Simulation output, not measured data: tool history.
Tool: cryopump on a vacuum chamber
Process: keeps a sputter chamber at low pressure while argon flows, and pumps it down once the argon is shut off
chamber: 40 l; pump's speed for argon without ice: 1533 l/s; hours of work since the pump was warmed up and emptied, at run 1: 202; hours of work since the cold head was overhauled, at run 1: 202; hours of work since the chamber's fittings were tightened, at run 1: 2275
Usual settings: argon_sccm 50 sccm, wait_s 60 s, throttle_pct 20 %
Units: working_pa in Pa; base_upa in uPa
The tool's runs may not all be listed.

| run | hour | argon_sccm | wait_s | throttle_pct | hours of work since the pump was warmed up and emptied | hours of work since the cold head was overhauled | hours of work since the chamber's fittings were tightened | working_pa | base_upa |
|---|---|---|---|---|---|---|---|---|---|
| 1 | 0 | 50 | 60 | 20 | 202 | 202 | 2275 | 0.277 | 2.93 |
| 2 | 22.6 | 50 | 60 | 20 | 212 | 212 | 2286 | 0.2794 | 2.89 |
| 3 | 41.2 | 50 | 60 | 20 | 221 | 221 | 2294 | 0.2789 | 2.86 |
| 4 | 57.7 | 50 | 60 | 20 | 229 | 229 | 2302 | 0.2762 | 2.91 |
| 5 | 77 | 50 | 60 | 40 | 238 | 238 | 2311 | 0.1392 | 2.91 |
| 6 | 93.7 | 50 | 60 | 20 | 245 | 245 | 2319 | 0.2794 | 2.8 |
| 7 | 114.6 | 50 | 60 | 20 | 255 | 255 | 2328 | 0.2791 | 2.91 |
| 8 | 126.4 | 50 | 60 | 20 | 260 | 260 | 2334 | 0.2786 | 2.94 |
| 9 | 138.2 | 50 | 60 | 20 | 266 | 266 | 2339 | 0.2773 | 2.94 |
| 10 | 159.5 | 50 | 60 | 20 | 276 | 276 | 2349 | 0.2786 | 2.93 |
| 11 | 172.6 | 50 | 60 | 20 | 282 | 282 | 2355 | 0.2799 | 2.96 |
| 12 | 184.3 | 50 | 60 | 20 | 287 | 287 | 2360 | 0.2762 | 3.1 |
| 13 | 199.1 | 50 | 60 | 20 | 294 | 294 | 2367 | 0.2792 | 2.96 |
| 14 | 221.4 | 50 | 60 | 20 | 304 | 304 | 2378 | 0.279 | 2.88 |
| 15 | 232.2 | 50 | 60 | 20 | 309 | 309 | 2383 | 0.2791 | 2.92 |
| 16 | 242.3 | 50 | 60 | 20 | 314 | 314 | 2387 | 0.2798 | 2.98 |
| 17 | 257.9 | 50 | 60 | 20 | 321 | 321 | 2395 | 0.2803 | 2.93 |
| 18 | 281.1 | 50 | 60 | 20 | 332 | 332 | 2405 | 0.2778 | 3.05 |
| 19 | 300.7 | 46 | 116 | 20 | 341 | 341 | 2414 | 0.2569 | 2.48 |
| 20 | 316.2 | 31 | 74 | 52 | 348 | 348 | 2421 | 0.068 | 2.83 |
| 21 | 334.1 | 61 | 29 | 37 | 356 | 356 | 2430 | 0.1873 | 4.07 |
| 22 | 350.6 | 28 | 29 | 29 | 364 | 364 | 2437 | 0.1087 | 4.05 |
| 23 | 373.5 | 24 | 199 | 22 | 375 | 375 | 2448 | 0.1216 | 2.36 |
| 24 | 390.5 | 60 | 189 | 22 | 382 | 382 | 2456 | 0.3061 | 2.36 |
| 25 | 403 | 60 | 189 | 22 | 388 | 388 | 2462 | 0.3064 | 2.47 |
| 26 | 426.6 | 60 | 189 | 22 | 399 | 399 | 2472 | 0.3042 | 2.43 |
| 27 | 450.4 | 24 | 101 | 17 | 410 | 410 | 2483 | 0.1568 | 2.75 |
| 28 | 472.7 | 33 | 67 | 21 | 420 | 420 | 2494 | 0.1745 | 3.01 |
| 29 | 495.2 | 33 | 67 | 21 | 431 | 431 | 2504 | 0.177 | 3.04 |
| 30 | 507.2 | 36 | 177 | 22 | 436 | 436 | 2510 | 0.1837 | 2.46 |
| 31 | 529.4 | 78 | 138 | 22 | 447 | 447 | 2520 | 0.4015 | 2.6 |
| 32 | 550.1 | 24 | 28 | 18 | 456 | 456 | 2530 | 0.1504 | 4.06 |
| 33 | 570.3 | 50 | 35 | 36 | 466 | 466 | 2539 | 0.1596 | 3.73 |

3 ways to go on from here, each from the tool as it stands after run 33. What would each give?
| A | 593.2 | 65 | 35 | 34 | 476 | 476 | 2549 | ? | ? |
| B | 593.2 | 25 | 35 | 34 | 476 | 476 | 2549 | ? | ? |
| C | 593.2 | 95 | 74 | 19 | 476 | 476 | 2549 | ? | ? |

| run | working_pa | base_upa |
|---|---|---|
| A | 0.219 | 3.78 |
| B | 0.084 | 3.76 |
| C | 0.5614 | 2.97 |
Without the tool's hidden state the same runs would have given:
| run | working_pa | base_upa |
|---|---|---|
| A | 0.2116 | 1.75 |
| B | 0.0812 | 1.75 |
| C | 0.5507 | 0.93 |

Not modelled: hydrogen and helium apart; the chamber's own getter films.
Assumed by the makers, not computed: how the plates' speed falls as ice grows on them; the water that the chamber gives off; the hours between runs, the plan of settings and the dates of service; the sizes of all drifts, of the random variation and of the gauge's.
